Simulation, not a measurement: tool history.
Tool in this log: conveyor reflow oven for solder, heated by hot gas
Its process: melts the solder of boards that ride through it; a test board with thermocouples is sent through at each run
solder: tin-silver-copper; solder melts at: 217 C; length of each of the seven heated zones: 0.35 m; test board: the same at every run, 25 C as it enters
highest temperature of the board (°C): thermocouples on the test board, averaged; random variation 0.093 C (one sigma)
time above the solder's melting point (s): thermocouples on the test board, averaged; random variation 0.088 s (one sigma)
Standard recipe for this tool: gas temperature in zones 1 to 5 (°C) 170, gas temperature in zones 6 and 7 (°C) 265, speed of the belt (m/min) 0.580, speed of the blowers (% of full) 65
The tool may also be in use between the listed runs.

| run | day | gas temperature in zones 1 to 5 (°C) | gas temperature in zones 6 and 7 (°C) | speed of the belt (m/min) | speed of the blowers (% of full) | highest temperature of the board (°C) | time above the solder's melting point (s) |
|---|---|---|---|---|---|---|---|
| 1 | 0.000 | 170 | 265 | 0.580 | 65 | 250.51 | 52.67 |
| 2 | 0.925 | 170 | 265 | 0.580 | 65 | 250.50 | 52.69 |
| 3 | 2.625 | 170 | 265 | 0.580 | 65 | 250.09 | 52.42 |
| 4 | 3.875 | 170 | 265 | 0.681 | 65 | 244.52 | 39.38 |
| 5 | 5.275 | 170 | 265 | 0.681 | 65 | 244.20 | 39.27 |
|  | 5.583 | flux residue cleaned out of gas plates and filters |
| 6 | 6.754 | 170 | 265 | 0.473 | 65 | 254.45 | 69.91 |
| 7 | 7.746 | 170 | 265 | 0.473 | 65 | 254.45 | 69.73 |
| 8 | 9.138 | 170 | 265 | 0.473 | 65 | 254.41 | 69.83 |
|  | 11.000 | flux residue cleaned out of gas plates and filters, once more |
| 9 | 11.338 | 159 | 265 | 0.473 | 65 | 256.02 | 68.23 |
| 10 | 12.367 | 159 | 259 | 0.473 | 65 | 250.16 | 63.77 |
| 11 | 14.317 | 161 | 265 | 0.603 | 51 | 244.83 | 42.69 |
| 12 | 15.908 | 180 | 265 | 0.580 | 59 | 251.67 | 57.35 |

The next listed run, before its measurement:
| 13 | 17.525 | 173 | 258 | 0.616 | 65 | ? | ? |

{"run 13": {"highest temperature of the board (°C)": 243.71, "time above the solder's melting point (s)": 45.72}}
Take away the tool's hidden state, keep the run-to-run variation as it was, and the same run would have given highest temperature of the board (°C) 243.10, time above the solder's melting point (s) 44.12.
